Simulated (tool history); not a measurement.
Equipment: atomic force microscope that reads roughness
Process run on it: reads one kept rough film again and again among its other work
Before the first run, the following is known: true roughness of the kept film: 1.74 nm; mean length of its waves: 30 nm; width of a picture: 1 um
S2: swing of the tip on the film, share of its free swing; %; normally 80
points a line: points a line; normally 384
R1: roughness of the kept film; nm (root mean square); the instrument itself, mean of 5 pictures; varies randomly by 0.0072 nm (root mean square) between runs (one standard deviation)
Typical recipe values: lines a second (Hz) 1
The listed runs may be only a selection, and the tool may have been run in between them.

Run 1, hour 0: usual settings. Result: R1 1.427 nm (root mean square).
Run 2, hour 33: usual settings. Result: R1 1.381 nm (root mean square).
At hour 42.1: new tip fitted.
Run 3, hour 60.8: usual settings. Result: R1 1.428 nm (root mean square).
Run 4, hour 96.6: usual settings. Result: R1 1.384 nm (root mean square).
At hour 118.5: new tip fitted.
Run 5, hour 133.2: usual settings. Result: R1 1.436 nm (root mean square).
Run 6, hour 164.4: usual settings but points a line 559. Result: R1 1.42 nm (root mean square).
At hour 193.2: new tip fitted.
Run 7, hour 196.4: usual settings but points a line 559. Result: R1 1.455 nm (root mean square).
Run 8, hour 230.8: usual settings but points a line 559. Result: R1 1.415 nm (root mean square).
At hour 266.8: new tip fitted.
Run 9, hour 271.5: usual settings. Result: R1 1.461 nm (root mean square).
Run 10, hour 289.6: usual settings. Result: R1 1.438 nm (root mean square).
Run 11, hour 314.4: usual settings but S2 68 %. Result: R1 1.468 nm (root mean square).
At hour 340.1: new tip fitted.
Run 12, hour 348.9: usual settings but S2 68 %. Result: R1 1.524 nm (root mean square).
Run 13, hour 386: usual settings but S2 68 %. Result: R1 1.474 nm (root mean square).
Run 14, hour 407.1: usual settings but lines a second (Hz) 3.93. Result: R1 1.077 nm (root mean square).
At hour 416.7: new tip fitted.
Run 15, hour 429.9: usual settings. Result: R1 1.445 nm (root mean square).
Run 16, hour 463.7: usual settings. Result: R1 1.396 nm (root mean square).
At hour 490.8: new tip fitted.
Run 17, hour 500: usual settings. Result: R1 1.45 nm (root mean square).
Run 18, hour 518.5: usual settings. Result: R1 1.426 nm (root mean square).
Run 19, hour 555.9: usual settings but points a line 493. Result: R1 1.377 nm (root mean square).
At hour 565: new tip fitted.
Run 20, hour 590.3: usual settings but S2 72 %, points a line 987. Result: R1 1.486 nm (root mean square).
Run 21, hour 612: usual settings but lines a second (Hz) 0.74, S2 59 %, points a line 839. Result: R1 1.516 nm (root mean square).
At hour 641.5: new tip fitted.
Run 22, hour 652.7: usual settings but lines a second (Hz) 0.97, points a line 304. Result: R1 1.451 nm (root mean square).
Run 23, hour 684.5: usual settings but lines a second (Hz) 0.97, S2 88 %, points a line 304. Result: R1 1.338 nm (root mean square).
Run 24, hour 709.2: usual settings but lines a second (Hz) 1.59, S2 78 %, points a line 296. Result: R1 1.31 nm (root mean square).
At hour 717.9: new tip fitted.
Run 25, hour 742.2: usual settings but lines a second (Hz) 1.59, S2 78 %, points a line 985. Result: R1 1.38 nm (root mean square).
Run 26, hour 765.1: usual settings but lines a second (Hz) 1.28, S2 83 %, points a line 364. Result: R1 1.331 nm (root mean square).
Run 27, hour 790.2: usual settings but lines a second (Hz) 1.28, S2 81 %, points a line 303. Result: R1 1.324 nm (root mean square).
At hour 794.1: new tip fitted.
Run 28, hour 827.8: usual settings but lines a second (Hz) 1.28, S2 81 %, points a line 303. Result: R1 1.358 nm (root mean square).
Run 29, hour 851: usual settings but lines a second (Hz) 1.28, S2 81 %, points a line 303. Result: R1 1.331 nm (root mean square).
At hour 869.4: new tip fitted.
Run 30, hour 880: usual settings but points a line 841. Result: R1 1.446 nm (root mean square).
Run 31, hour 898.3: usual settings but S2 62 %, points a line 841. Result: R1 1.515 nm (root mean square).
Run 32, hour 937.4: usual settings but lines a second (Hz) 1.81, S2 73 %, points a line 702. Result: R1 1.343 nm (root mean square).
At hour 945.4: new tip fitted.
Run 33, hour 964.4: usual settings but lines a second (Hz) 0.85, S2 59 %, points a line 440. Result: R1 1.541 nm (root mean square).
Run 34, hour 992.7: usual settings but lines a second (Hz) 0.85, S2 59 %, points a line 440. Result: R1 1.514 nm (root mean square).
At hour 1019.1: new tip fitted.
Run 35, hour 1037.2: usual settings but lines a second (Hz) 0.85, S2 59 %, points a line 440. Result: R1 1.558 nm (root mean square).
Run 36, hour 1056.6: usual settings but lines a second (Hz) 0.85, S2 59 %, points a line 440. Result: R1 1.508 nm (root mean square).

Here are 3 independent what-if runs from the current tool condition. What would each one return?
Run A, hour 1081.4: usual settings but lines a second (Hz) 1.57, S2 61 %, points a line 689. Result: R1 ?.
Run B, hour 1081.4: usual settings but points a line 807. Result: R1 ?.
Run C, hour 1081.4: usual settings but lines a second (Hz) 0.85, S2 69 %, points a line 471. Result: R1 ?.

run     R1
  A  1.439
  B  1.383
  C  1.451
What these runs would have given with no unlogged condition in the tool:
run     R1
  A  1.555
  B  1.494
  C  1.568
